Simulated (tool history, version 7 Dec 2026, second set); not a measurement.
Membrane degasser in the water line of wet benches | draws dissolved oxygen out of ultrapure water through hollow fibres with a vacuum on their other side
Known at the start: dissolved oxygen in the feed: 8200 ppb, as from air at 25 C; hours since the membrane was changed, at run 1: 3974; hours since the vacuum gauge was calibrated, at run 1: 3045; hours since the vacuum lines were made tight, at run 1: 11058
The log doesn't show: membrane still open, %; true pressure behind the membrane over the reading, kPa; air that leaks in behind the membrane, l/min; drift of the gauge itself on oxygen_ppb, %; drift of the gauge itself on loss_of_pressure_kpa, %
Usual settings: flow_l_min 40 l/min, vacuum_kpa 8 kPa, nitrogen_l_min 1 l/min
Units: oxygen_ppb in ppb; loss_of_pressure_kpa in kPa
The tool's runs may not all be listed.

| run | hour | flow_l_min | vacuum_kpa | nitrogen_l_min | hours since the membrane was changed | hours since the vacuum gauge was calibrated | hours since the vacuum lines were made tight | oxygen_ppb | loss_of_pressure_kpa |
|---|---|---|---|---|---|---|---|---|---|
| 1 | 0 | 40 | 8 | 1 | 3974 | 3045 | 11058 | 379.2 | 42.7 |
| 2 | 96.1 | 40 | 8 | 1 | 4070 | 3141 | 11154 | 379.2 | 42.39 |
| 3 | 151.9 | 40 | 8 | 1 | 4126 | 3196 | 11210 | 378.9 | 42.18 |
| 4 | 262.4 | 25 | 8 | 1 | 4236 | 3307 | 11320 | 253.7 | 26.22 |
| 5 | 344.1 | 25 | 8 | 1 | 4318 | 3389 | 11402 | 254.4 | 26.33 |
| 6 | 429.8 | 25 | 8 | 1 | 4404 | 3474 | 11487 | 256 | 26.26 |
|  | 457.8 | vacuum gauge calibrated |
| 7 | 495.8 | 40 | 8 | 1.75 | 4469 | 38 | 11553 | 242.8 | 41.99 |
| 8 | 574.9 | 40 | 6.34 | 1 | 4548 | 117 | 11632 | 254.3 | 42.22 |
| 9 | 632 | 40 | 6.34 | 1 | 4605 | 174 | 11689 | 251.7 | 41.84 |
| 10 | 703.4 | 40 | 6.34 | 1 | 4677 | 246 | 11761 | 251.2 | 41.69 |
| 11 | 802.5 | 40 | 8 | 1 | 4776 | 345 | 11860 | 379.9 | 42.09 |
| 12 | 903.8 | 40 | 8 | 1 | 4877 | 446 | 11961 | 377.2 | 41.97 |
| 13 | 987.3 | 40 | 8 | 1 | 4961 | 530 | 12044 | 379.6 | 41.76 |
| 14 | 1083 | 40 | 8 | 2.27 | 5056 | 625 | 12140 | 193.8 | 41.38 |
| 15 | 1159.4 | 40 | 8 | 2.27 | 5133 | 702 | 12217 | 195.3 | 41.37 |
| 16 | 1261.5 | 40 | 8 | 2.27 | 5235 | 804 | 12319 | 195.1 | 41.22 |
| 17 | 1324.8 | 40 | 8 | 2.27 | 5298 | 867 | 12382 | 196.2 | 41.37 |
|  | 1375 | gauge calibrated |
| 18 | 1394.7 | 37 | 7.37 | 0.59 | 5368 | 937 | 12452 | 460.2 | 39.48 |
| 19 | 1465.8 | 53 | 13.56 | 2.49 | 5439 | 1008 | 12523 | 486.6 | 56.13 |
| 20 | 1546.1 | 40 | 8 | 2.22 | 5519 | 1088 | 12603 | 199.1 | 42.2 |
| 21 | 1631.1 | 57 | 7.8 | 2.5 | 5604 | 1173 | 12688 | 249.6 | 60.15 |
| 22 | 1727.7 | 32 | 7.19 | 1.03 | 5701 | 1270 | 12785 | 256.2 | 33.91 |
| 23 | 1805.8 | 32 | 7.19 | 0.66 | 5779 | 1348 | 12863 | 364.1 | 33.38 |
| 24 | 1888.4 | 48 | 9.18 | 0.47 | 5862 | 1431 | 12945 | 882.2 | 50.58 |
| 25 | 1986.4 | 25 | 8 | 1.84 | 5960 | 1529 | 13044 | 149.5 | 26.49 |
| 26 | 2062.3 | 40 | 12.35 | 1 | 6035 | 1605 | 13119 | 689.8 | 42.07 |
| 27 | 2158.1 | 60 | 12.35 | 1 | 6131 | 1700 | 13215 | 942.5 | 62.68 |
|  | 2209.9 | seals of the vacuum lines changed |
| 28 | 2214.9 | 25 | 8 | 1.75 | 6186 | 1755 | 5 | 156.8 | 25.99 |
| 29 | 2314 | 25 | 8 | 1.75 | 6285 | 1854 | 104 | 157.2 | 26.08 |
| 30 | 2370.6 | 46 | 8 | 0.82 | 6342 | 1911 | 161 | 488 | 47.98 |
| 31 | 2450.6 | 33 | 5.59 | 0.58 | 6422 | 1991 | 241 | 251 | 34.21 |
| 32 | 2505.1 | 33 | 5.59 | 0.58 | 6476 | 2045 | 295 | 248.2 | 34.12 |
| 33 | 2568.3 | 33 | 8.76 | 2.43 | 6540 | 2109 | 358 | 174.4 | 34.54 |

How the hidden state differs across the entries between the runs, from the last listed run before each to the first after it:
Between runs 6 and 7: vacuum gauge calibrated (hour 457.8)
  drift of the gauge itself on loss_of_pressure_kpa, %: -0.92 -> -1.06
  measured less the result without the state, loss_of_pressure_kpa: -0.23 -> -0.42 kPa
Between runs 17 and 18: gauge calibrated (hour 1375)
  drift of the gauge itself on loss_of_pressure_kpa, %: -2.83 -> -0.04
  measured less the result without the state, loss_of_pressure_kpa: -1.18 -> +0.01 kPa
Between runs 27 and 28: seals of the vacuum lines changed (hour 2209.9)
  air that leaks in behind the membrane, l/min: 0.0027 -> 0.002; drift of the gauge itself on loss_of_pressure_kpa, %: -1.68 -> -1.79
  measured less the result without the state, loss_of_pressure_kpa: -1.01 -> -0.46 kPa
